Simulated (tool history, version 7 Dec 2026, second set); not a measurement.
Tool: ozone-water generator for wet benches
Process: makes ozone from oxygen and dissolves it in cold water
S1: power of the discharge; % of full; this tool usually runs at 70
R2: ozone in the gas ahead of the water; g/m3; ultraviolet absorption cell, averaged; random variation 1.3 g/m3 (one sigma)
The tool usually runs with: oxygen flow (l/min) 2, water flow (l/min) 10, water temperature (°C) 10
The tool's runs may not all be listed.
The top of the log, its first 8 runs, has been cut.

run 9 hour=613.8 | S1=81 oxygen_flow_(l/min)=2 water_flow_(l/min)=10 water_temperature_(°C)=10 | dissolved_ozone_(ppm)=23.3 R2=253.1
run 10 hour=668.2 | S1=81 oxygen_flow_(l/min)=2 water_flow_(l/min)=10 water_temperature_(°C)=8 | dissolved_ozone_(ppm)=23.5 R2=253.2
run 11 hour=730.4 | S1=81 oxygen_flow_(l/min)=2 water_flow_(l/min)=10 water_temperature_(°C)=8 | dissolved_ozone_(ppm)=23.7 R2=249.9
-- hour=735.4 water thermometer calibrated
run 12 hour=799.1 | S1=70 oxygen_flow_(l/min)=2 water_flow_(l/min)=10 water_temperature_(°C)=10 | dissolved_ozone_(ppm)=21 R2=229.6
run 13 hour=893.6 | S1=70 oxygen_flow_(l/min)=2 water_flow_(l/min)=10 water_temperature_(°C)=9 | dissolved_ozone_(ppm)=21.1 R2=228
run 14 hour=967.5 | S1=70 oxygen_flow_(l/min)=2 water_flow_(l/min)=16 water_temperature_(°C)=10 | dissolved_ozone_(ppm)=11.7 R2=228.2
run 15 hour=1012 | S1=70 oxygen_flow_(l/min)=2 water_flow_(l/min)=10 water_temperature_(°C)=10 | dissolved_ozone_(ppm)=20.8 R2=228.5
run 16 hour=1093.3 | S1=70 oxygen_flow_(l/min)=2 water_flow_(l/min)=10 water_temperature_(°C)=10 | dissolved_ozone_(ppm)=20.6 R2=226.2

Expected results for the next run?
run 17 hour=1159.5 | S1=71 oxygen_flow_(l/min)=1.07 water_flow_(l/min)=10 water_temperature_(°C)=10 | dissolved_ozone_(ppm)=? R2=?

dissolved ozone (ppm): 16.9
R2: 292.5 g/m3
With the hidden condition absent and the run-to-run variation left alone, this run would have shown dissolved ozone (ppm) 18.6, R2 309.5 g/m3.
